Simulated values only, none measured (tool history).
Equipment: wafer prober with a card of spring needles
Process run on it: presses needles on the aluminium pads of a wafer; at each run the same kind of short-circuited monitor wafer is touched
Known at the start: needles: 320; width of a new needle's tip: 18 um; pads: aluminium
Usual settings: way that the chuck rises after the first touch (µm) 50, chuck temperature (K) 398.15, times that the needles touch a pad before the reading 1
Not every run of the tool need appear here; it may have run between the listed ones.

run     day  way that the chuck rises after the first touch (µm)  chuck temperature (K)  times that the needles touch a pad before the reading  resistance of one needle with its contact and lead (mohm)  way that a needle slides on the pad (µm)
  1       0                                                   50                 398.15                                                      1                                                        230                                      7.77
  2   1.754                                                   50                 398.15                                                      1                                                        227                                      7.76
  3   4.475                                                   50                 398.15                                                      1                                                        229                                      7.78
  4   7.842                                                   50                 398.15                                                      1                                                        224                                       7.8
  5  11.229                                                   50                 398.15                                                      1                                                        224                                       7.6
  6  13.425                                                   63                 398.15                                                      1                                                        224                                      9.66
  7  15.417                                                   63                 398.15                                                      1                                                        223                                      9.65
  8  18.638                                                   63                 398.15                                                      1                                                        222                                      9.66
  9  20.879                                                   63                 398.15                                                      1                                                        223                                      9.63
 10  23.379                                                   63                 398.15                                                      1                                                        221                                      9.64
 11  26.088                                                   63                 398.15                                                      1                                                        221                                      9.54
 12  29.067                                                   63                 398.15                                                      1                                                        221                                      9.52
 13  31.625                                                   36                 398.15                                                      1                                                        239                                      5.43
 14  33.579                                                   47                 326.15                                                      1                                                        214                                      7.25
 15  35.671                                                   50                 306.15                                                      2                                                        205                                      7.72
 16  38.542                                                   50                 306.15                                                      2                                                        204                                      7.71
 17  41.725                                                   58                 344.15                                                      1                                                        212                                      8.94
 18  44.088                                                   34                 355.15                                                      1                                                        232                                      5.29
 19  45.846                                                   56                 378.15                                                      1                                                        223                                      8.65
 20  49.167                                                   56                 378.15                                                      2                                                        222                                      8.55
 21  51.538                                                   56                 378.15                                                      2                                                        222                                      8.56
 22  55.458                                                   32                 374.15                                                      1                                                        236                                      4.87
 23  59.996                                                   32                 374.15                                                      1                                                        241                                      4.81
 24  63.342                                                   33                 374.15                                                      3                                                        236                                      5.05

Taken out of this log: 114 entries between the listed runs. Where each belongs, and how the hidden state differs across it:
After run 1, before run 2: tips cleaned on abrasive film (day 0.529); tips cleaned on abrasive film (day 1.058); tips cleaned on abrasive film (day 1.583)
  debris on the tips, nm: 0.1 -> 0.2; drift of the gauge itself on scrub_um, %: 0 -> -0.15
  measured minus no-state result, way that a needle slides on the pad (µm): +0 -> -0.01
After run 2, before run 3: tips cleaned on abrasive film (day 2.154); tips cleaned on abrasive film (day 2.679); tips cleaned on abrasive film (day 3.208); tips cleaned on abrasive film (day 3.738); tips cleaned on abrasive film (day 4.267)
  way that the needles fall short of the set height, um: 0 -> 0.01; drift of the gauge itself on scrub_um, %: -0.15 -> -0.38
  measured minus no-state result, way that a needle slides on the pad (µm): -0.01 -> -0.03
After run 3, before run 4: tips cleaned on abrasive film (day 4.871); tips cleaned on abrasive film (day 5.4); tips cleaned on abrasive film (day 5.929); tips cleaned on abrasive film (day 6.458); tips cleaned on abrasive film (day 6.983); tips cleaned on abrasive film (day 7.646)
  drift of the gauge itself on scrub_um, %: -0.38 -> -0.67
  measured minus no-state result, way that a needle slides on the pad (µm): -0.03 -> -0.05
After run 4, before run 5: tips cleaned on abrasive film (day 8.238); tips cleaned on abrasive film (day 8.896); tips cleaned on abrasive film (day 9.425); tips cleaned on abrasive film (day 9.954); tips cleaned on abrasive film (day 10.483); tips cleaned on abrasive film (day 11.142)
  debris on the tips, nm: 0.2 -> 0.1; drift of the gauge itself on scrub_um, %: -0.67 -> -0.96
  measured minus no-state result, way that a needle slides on the pad (µm): -0.05 -> -0.08
After run 5, before run 6: tips cleaned on abrasive film (day 11.758); tips cleaned on abrasive film (day 12.288); tips cleaned on abrasive film (day 12.812); tips cleaned on abrasive film (day 13.342)
  drift of the gauge itself on scrub_um, %: -0.96 -> -1.15
  measured minus no-state result, way that a needle slides on the pad (µm): -0.08 -> -0.11
After run 6, before run 7: tips cleaned on abrasive film (day 13.95); tips cleaned on abrasive film (day 14.612); height of the first contact set anew (day 15.017); tips cleaned on abrasive film (day 15.15)
  debris on the tips, nm: 0.1 -> 0.3; way that the needles fall short of the set height, um: 0.01 -> 0; drift of the gauge itself on scrub_um, %: -1.15 -> -1.32
  measured minus no-state result, way that a needle slides on the pad (µm): -0.11 -> -0.13
After run 7, before run 8: tips cleaned on abrasive film (day 15.679); tips cleaned on abrasive film (day 16.338); tips cleaned on abrasive film (day 16.867); tips cleaned on abrasive film (day 17.525); tips cleaned on abrasive film (day 18.054); tips cleaned on abrasive film (day 18.583)
  debris on the tips, nm: 0.3 -> 0.1; drift of the gauge itself on scrub_um, %: -1.32 -> -1.59
  measured minus no-state result, way that a needle slides on the pad (µm): -0.13 -> -0.15
After run 8, before run 9: tips cleaned on abrasive film (day 19.167); tips cleaned on abrasive film (day 19.825); tips cleaned on abrasive film (day 20.354)
  debris on the tips, nm: 0.1 -> 0.4; drift of the gauge itself on scrub_um, %: -1.59 -> -1.78
  measured minus no-state result, way that a needle slides on the pad (µm): -0.15 -> -0.17
After run 9, before run 10: tips cleaned on abrasive film (day 21.012); tips cleaned on abrasive film (day 21.542); tips cleaned on abrasive film (day 22.071); tips cleaned on abrasive film (day 22.596); tips cleaned on abrasive film (day 23.125)
  debris on the tips, nm: 0.4 -> 0.2; drift of the gauge itself on scrub_um, %: -1.78 -> -2
  measured minus no-state result, way that a needle slides on the pad (µm): -0.17 -> -0.2
After run 10, before run 11: tips cleaned on abrasive film (day 23.775); tips cleaned on abrasive film (day 24.304); tips cleaned on abrasive film (day 24.833); tips cleaned on abrasive film (day 25.358); tips cleaned on abrasive film (day 25.888)
  way that the needles fall short of the set height, um: 0 -> 0.01; drift of the gauge itself on scrub_um, %: -2 -> -2.23
  measured minus no-state result, way that a needle slides on the pad (µm): -0.2 -> -0.22
After run 11, before run 12: tips cleaned on abrasive film (day 26.483); tips cleaned on abrasive film (day 27.012); tips cleaned on abrasive film (day 27.671); tips cleaned on abrasive film (day 28.329); tips cleaned on abrasive film (day 28.858)
  drift of the gauge itself on scrub_um, %: -2.23 -> -2.48
  measured minus no-state result, way that a needle slides on the pad (µm): -0.22 -> -0.24
After run 12, before run 13: tips cleaned on abrasive film (day 29.467); tips cleaned on abrasive film (day 29.992); tips cleaned on abrasive film (day 30.654); tips cleaned on abrasive film (day 31.312)
  debris on the tips, nm: 0.2 -> 0.3; drift of the gauge itself on scrub_um, %: -2.48 -> -2.7
  measured minus no-state result, way that a needle slides on the pad (µm): -0.24 -> -0.15
After run 13, before run 14: tips cleaned on abrasive film (day 31.888); tips cleaned on abrasive film (day 32.417); tips cleaned on abrasive film (day 32.946); gauge calibrated (day 33.338); tips cleaned on abrasive film (day 33.475)
  debris on the tips, nm: 0.3 -> 0.1; drift of the gauge itself on scrub_um, %: -2.7 -> -0.02
  measured minus no-state result, way that a needle slides on the pad (µm): -0.15 -> +0
After run 14, before run 15: tips cleaned on abrasive film (day 34.108); tips cleaned on abrasive film (day 34.638); tips cleaned on abrasive film (day 35.162)
  debris on the tips, nm: 0.1 -> 0.4; drift of the gauge itself on scrub_um, %: -0.02 -> -0.2
  measured minus no-state result, way that a needle slides on the pad (µm): +0 -> -0.02
After run 15, before run 16: tips cleaned on abrasive film (day 35.808); tips cleaned on abrasive film (day 36.333); tips cleaned on abrasive film (day 36.862); tips cleaned on abrasive film (day 37.521); height of the first contact set anew (day 37.533); tips cleaned on abrasive film (day 38.062)
  way that the needles fall short of the set height, um: 0.01 -> 0; drift of the gauge itself on scrub_um, %: -0.2 -> -0.44
  measured minus no-state result, way that a needle slides on the pad (µm): -0.02 -> -0.04
After run 16, before run 17: tips cleaned on abrasive film (day 38.679); tips cleaned on abrasive film (day 39.204); tips cleaned on abrasive film (day 39.733); tips cleaned on abrasive film (day 40.262); tips cleaned on abrasive film (day 40.792); tips cleaned on abrasive film (day 41.45)
  debris on the tips, nm: 0.4 -> 0.3; drift of the gauge itself on scrub_um, %: -0.44 -> -0.72
  measured minus no-state result, way that a needle slides on the pad (µm): -0.04 -> -0.07
After run 17, before run 18: tips cleaned on abrasive film (day 41.992); tips cleaned on abrasive film (day 42.521); tips cleaned on abrasive film (day 43.05); tips cleaned on abrasive film (day 43.575)
  debris on the tips, nm: 0.3 -> 0.4; drift of the gauge itself on scrub_um, %: -0.72 -> -0.92
  measured minus no-state result, way that a needle slides on the pad (µm): -0.07 -> -0.05
After run 18, before run 19: tips cleaned on abrasive film (day 44.225); tips cleaned on abrasive film (day 44.754); tips cleaned on abrasive film (day 45.279); tips cleaned on abrasive film (day 45.808)
  debris on the tips, nm: 0.4 -> 0.1; drift of the gauge itself on scrub_um, %: -0.92 -> -1.07
  measured minus no-state result, way that a needle slides on the pad (µm): -0.05 -> -0.09
After run 19, before run 20: tips cleaned on abrasive film (day 46.375); tips cleaned on abrasive film (day 46.904); tips cleaned on abrasive film (day 47.562); tips cleaned on abrasive film (day 48.092); tips cleaned on abrasive film (day 48.617); tips cleaned on abrasive film (day 49.146)
  way that the needles fall short of the set height, um: 0 -> 0.01; drift of the gauge itself on scrub_um, %: -1.07 -> -1.35
  measured minus no-state result, way that a needle slides on the pad (µm): -0.09 -> -0.12
After run 20, before run 21: tips cleaned on abrasive film (day 49.696); tips cleaned on abrasive film (day 50.225); tips cleaned on abrasive film (day 50.754); tips cleaned on abrasive film (day 51.279)
  debris on the tips, nm: 0.1 -> 0.3; tips' diameter, um: 18.01 -> 18.02; drift of the gauge itself on scrub_um, %: -1.35 -> -1.55
  measured minus no-state result, way that a needle slides on the pad (µm): -0.12 -> -0.14
After run 21, before run 22: tips cleaned on abrasive film (day 51.933); tips cleaned on abrasive film (day 52.462); tips cleaned on abrasive film (day 52.992); tips cleaned on abrasive film (day 53.65); tips cleaned on abrasive film (day 54.308); tips cleaned on abrasive film (day 54.971)
  debris on the tips, nm: 0.3 -> 0.4; drift of the gauge itself on scrub_um, %: -1.55 -> -1.89
  measured minus no-state result, way that a needle slides on the pad (µm): -0.14 -> -0.1
After run 22, before run 23: tips cleaned on abrasive film (day 55.592); tips cleaned on abrasive film (day 56.121); tips cleaned on abrasive film (day 56.779); tips cleaned on abrasive film (day 57.308); tips cleaned on abrasive film (day 57.967); tips cleaned on abrasive film (day 58.496); tips cleaned on abrasive film (day 59.025); card fitted with new needles (day 59.525)
  debris on the tips, nm: 0.4 -> 0.3; way that the needles fall short of the set height, um: 0.01 -> 0; tips' diameter, um: 18.02 -> 18; drift of the gauge itself on scrub_um, %: -1.89 -> -2.24
  measured minus no-state result, way that a needle slides on the pad (µm): -0.1 -> -0.11
After run 23, before run 24: tips cleaned on abrasive film (day 60.129); tips cleaned on abrasive film (day 60.658); tips cleaned on abrasive film (day 61.188); tips cleaned on abrasive film (day 61.846); tips cleaned on abrasive film (day 62.375); tips cleaned on abrasive film (day 62.904)
  drift of the gauge itself on scrub_um, %: -2.24 -> -2.52
  measured minus no-state result, way that a needle slides on the pad (µm): -0.11 -> -0.13
